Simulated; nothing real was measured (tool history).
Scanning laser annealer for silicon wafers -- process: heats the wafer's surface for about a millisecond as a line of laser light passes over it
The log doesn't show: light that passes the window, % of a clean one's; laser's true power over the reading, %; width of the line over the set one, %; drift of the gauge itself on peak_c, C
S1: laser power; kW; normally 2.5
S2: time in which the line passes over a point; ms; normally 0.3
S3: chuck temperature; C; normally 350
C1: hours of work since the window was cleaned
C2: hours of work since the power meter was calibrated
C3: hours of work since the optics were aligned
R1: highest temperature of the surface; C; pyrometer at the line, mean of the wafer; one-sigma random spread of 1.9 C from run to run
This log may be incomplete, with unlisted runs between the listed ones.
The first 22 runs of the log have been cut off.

run     day     S1     S2   S3   C1    C2    C3    R1
 23  44.996    2.5    0.3  369  514   683   755  1185
 24  47.054    2.5    0.3  362  537   706   778  1171
 25   49.45  2.704  0.224  350  564   732   804  1109
 26    50.9  2.628  0.224  365  580   748   820  1102
 27  52.546  2.628  0.224  365  598   767   839  1096
 28  53.825  2.749  0.224  336  613   781   853  1108
 29  55.325  2.749  0.224  336  629   798   870  1108
 30  58.033  2.554  0.251  385  659   828   900  1138
 31  60.267  2.554  0.345  384  684   853   925  1268
 32   62.15  2.236  0.284  340  705   874   946  1032
 33  63.775  2.134   0.28  367  723   892   964  1016
 34  66.379  2.366  0.228  349  752   921   993  1006
 35  67.904  2.419  0.256  318  769   938  1010  1030
 36    70.7  2.419  0.256  318  801   969  1041  1030
 37  72.475  2.353  0.267  325  820   989  1061  1026
 38  74.871  2.294    0.3  371  847  1016  1088  1094
 39    77.5  2.573  0.224  346  876  1045  1117  1055
 40    79.8  2.573  0.244  346  902  1071  1143  1081

5 options for the next run, each taken on its own from the tool as it stands now. Forecast them:
  A  81.321  2.147  0.337  346  919  1087  1159   ?
  B  81.321   2.74  0.319  346  919  1087  1159   ?
  C  81.321    2.5   0.33  340  919  1087  1159   ?
  D  81.321  2.168    0.3  350  919  1087  1159   ?
  E  81.321   2.42  0.367  322  919  1087  1159   ?

run    R1
  A  1060
  B  1254
  C  1173
  D  1028
  E  1169
With the hidden condition removed and each run's random variation left untouched, the same runs would have given:
run    R1
  A  1102
  B  1307
  C  1222
  D  1068
  E  1219
